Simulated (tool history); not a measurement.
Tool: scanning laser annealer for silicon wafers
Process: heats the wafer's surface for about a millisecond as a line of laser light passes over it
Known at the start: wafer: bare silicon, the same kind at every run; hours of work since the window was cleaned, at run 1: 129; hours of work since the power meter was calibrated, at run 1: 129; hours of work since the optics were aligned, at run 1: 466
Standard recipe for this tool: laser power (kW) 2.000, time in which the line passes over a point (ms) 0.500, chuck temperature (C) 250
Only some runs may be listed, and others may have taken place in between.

run	hour	laser power (kW)	time in which the line passes over a point (ms)	chuck temperature (C)	hours of work since the window was cleaned	hours of work since the power meter was calibrated	hours of work since the optics were aligned	highest temperature of the surface (C)
1	0.0	2.000	0.500	250	129	129	466	941
2	80.7	2.000	0.500	250	168	168	505	940
3	165.3	2.000	0.500	250	209	209	546	939
4	205.2	2.000	0.369	250	229	229	566	831
5	250.2	2.000	0.369	250	250	250	588	831
6	299.2	2.000	0.556	250	274	274	611	968
7	347.2	2.000	0.556	250	297	297	635	972
8	405.1	1.772	0.480	250	326	326	663	836
# hour 412.0: laser's power meter calibrated
9	492.4	1.772	0.480	250	366	39	704	832
10	533.1	1.772	0.480	250	386	59	723	829
11	602.6	1.772	0.386	241	420	92	757	754
12	674.8	1.772	0.386	241	455	128	792	753
13	754.6	1.757	0.397	283	494	166	831	796

4 options for the next run, each taken on its own from the tool as it stands now. Forecast them:
A	836.5	2.197	0.397	283	533	206	871	?
B	836.5	1.839	0.500	250	533	206	871	?
C	836.5	1.920	0.426	250	533	206	871	?
D	836.5	1.848	0.599	250	533	206	871	?

run	highest temperature of the surface (C)
A	929
B	860
C	833
D	923
Stripped of hidden state, with their random variation kept, the same runs would have yielded:
run	highest temperature of the surface (C)
A	964
B	893
C	864
D	959
